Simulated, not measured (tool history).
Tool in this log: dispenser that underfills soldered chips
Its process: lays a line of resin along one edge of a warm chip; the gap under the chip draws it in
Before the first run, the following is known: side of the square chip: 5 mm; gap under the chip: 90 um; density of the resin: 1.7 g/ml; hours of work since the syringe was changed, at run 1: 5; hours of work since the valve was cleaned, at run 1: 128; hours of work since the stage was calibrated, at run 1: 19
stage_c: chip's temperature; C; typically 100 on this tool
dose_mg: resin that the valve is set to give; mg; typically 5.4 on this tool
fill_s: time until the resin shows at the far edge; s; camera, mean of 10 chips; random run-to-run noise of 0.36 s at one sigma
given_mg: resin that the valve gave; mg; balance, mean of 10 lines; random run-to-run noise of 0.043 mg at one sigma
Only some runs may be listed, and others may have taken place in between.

run	day	stage_c	dose_mg	hours of work since the syringe was changed	hours of work since the valve was cleaned	hours of work since the stage was calibrated	fill_s	given_mg
1	0	100	5.4	5	128	19	28.5	5.15
# day 0.104: new syringe of resin
2	0.188	100	5.4	1	130	21	22.5	5.08
3	0.388	100	4.76	4	133	24	29.1	4.47
# day 0.521: new syringe of resin
4	0.571	98	4.76	1	136	27	24.2	4.43
5	0.75	98	4.76	4	139	30	28.2	4.4
# day 0.933: new syringe of resin
6	0.954	98	4.76	0	142	33	22.9	4.49
# day 1.046: dispensing valve cleaned and set on the balance
7	1.088	97	5.4	2	1	34	25.2	5.45
8	1.254	100	5.4	4	3	37	27.4	5.37
# day 1.388: new syringe of resin
9	1.388	100	5.4	0	5	39	19.7	5.38
10	1.592	100	5.4	3	8	42	24.4	5.3
11	1.733	100	5.91	5	10	44	28.4	5.89
# day 1.812: new syringe of resin
12	1.938	100	5.91	2	13	47	22.2	5.82
13	2.112	100	5.91	5	16	50	27.7	5.96
# day 2.229: new syringe of resin
14	2.296	100	6.52	1	19	53	21	6.38
15	2.462	100	5.01	4	21	55	26.2	4.97
# day 2.638: new syringe of resin
16	2.671	100	6.15	1	25	58	20.5	6.09
17	2.771	100	5.4	2	26	60	22.8	5.38
18	2.862	100	5.4	3	27	61	24.8	5.35
# day 3.058: new syringe of resin
19	3.058	98	5.95	0	30	64	21.4	5.83
20	3.146	90	5.47	1	32	65	30.9	5.37
21	3.246	90	5.47	3	33	67	34.1	5.4
22	3.45	88	5.81	6	36	70	45.5	5.79
# day 3.479: new syringe of resin
23	3.658	103	5.4	3	39	73	22.2	5.39
24	3.808	103	5.95	5	42	75	25.4	5.9
# day 3.892: new syringe of resin
25	4.008	103	5.95	2	45	78	21.7	5.82
26	4.212	103	5.95	5	48	82	25.6	5.79
# day 4.308: new syringe of resin
27	4.354	107	6.66	1	50	84	17	6.5
28	4.542	110	5.22	4	53	87	19.3	5.08
# day 4.721: new syringe of resin
29	4.75	92	5.97	0	56	90	26.6	5.89
30	4.942	96	5.97	3	59	93	28.3	5.78
31	5.096	100	6.4	6	61	95	28.6	6.22
# day 5.146: new syringe of resin
32	5.258	115	4.95	2	64	97	14.6	4.87
33	5.442	107	6.1	5	66	100	21.5	5.91
# day 5.562: new syringe of resin
34	5.604	114	4.7	1	69	102	15	4.6
35	5.783	114	4.7	3	72	105	17.9	4.54

Predict each of these 4 candidate next runs independently; none follows another, all start after run 35:
A	5.9	100	4.79	5	73	107	?	?
B	5.9	114	4.9	5	73	107	?	?
C	5.9	104	6.13	5	73	107	?	?
D	5.9	88	4.7	5	73	107	?	?

run	fill_s	given_mg
A	29.7	4.62
B	19.1	4.83
C	25.1	5.91
D	44.3	4.55
Stripped of hidden state, with their random variation kept, the same runs would have yielded:
run	fill_s	given_mg
A	20.7	4.76
B	13.3	4.97
C	17.7	6.09
D	31.1	4.68
